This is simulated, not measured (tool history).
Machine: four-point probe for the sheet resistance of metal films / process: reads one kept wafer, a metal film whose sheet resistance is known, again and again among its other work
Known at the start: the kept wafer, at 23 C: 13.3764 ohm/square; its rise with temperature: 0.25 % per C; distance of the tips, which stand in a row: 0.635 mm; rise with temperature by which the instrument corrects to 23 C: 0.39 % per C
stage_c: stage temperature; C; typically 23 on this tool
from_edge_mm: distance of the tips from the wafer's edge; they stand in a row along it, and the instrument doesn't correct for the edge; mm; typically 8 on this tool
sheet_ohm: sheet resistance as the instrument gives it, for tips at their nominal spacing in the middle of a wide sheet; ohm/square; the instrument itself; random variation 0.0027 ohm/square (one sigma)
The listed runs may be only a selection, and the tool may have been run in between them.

run,hour,stage_c,from_edge_mm,sheet_ohm
1,0,23,8,13.421251
2,21.7,23,8,13.423198
3,39.6,23,8,13.416395
4,51.3,30,8,13.296433
5,69.5,23,27,13.380636
6,83.7,23,8,13.424741
7,98,19,8,13.496222
8,118.2,19,8,13.498161
9,146.2,23,8,13.422611
10,169,23,8,13.41728
11,182.6,23,8,13.423804
12,207.6,23,8,13.423469
13,228.1,23,23,13.374614
14,245.8,23,8,13.410162
15,257.7,23,8,13.422858
16,277.7,23,8,13.422375
17,296.6,31,8,13.28129
18,319.9,23,8,13.419288
19,342.8,23,8,13.422449
20,358.7,23,4,13.553279
21,386.9,23,7,13.435125
22,410.5,22,8,13.439087
23,438.9,22,8,13.439747
24,462.4,22,8,13.441569
25,489.5,25,54,13.341875
26,507,32,15,13.230293
27,518.8,35,16,13.179083
28,534.8,35,16,13.172822
29,548.3,35,16,13.181071
30,575.2,30,8,13.302354
31,597.7,24,5,13.46847

For run 32, what comes out?
32,617.3,31,16,?

Run 32 came out at sheet_ohm 13.245127 ohm/square.
The same run, on a tool lacking any hidden state, would have yielded sheet_ohm 13.245498 ohm/square.
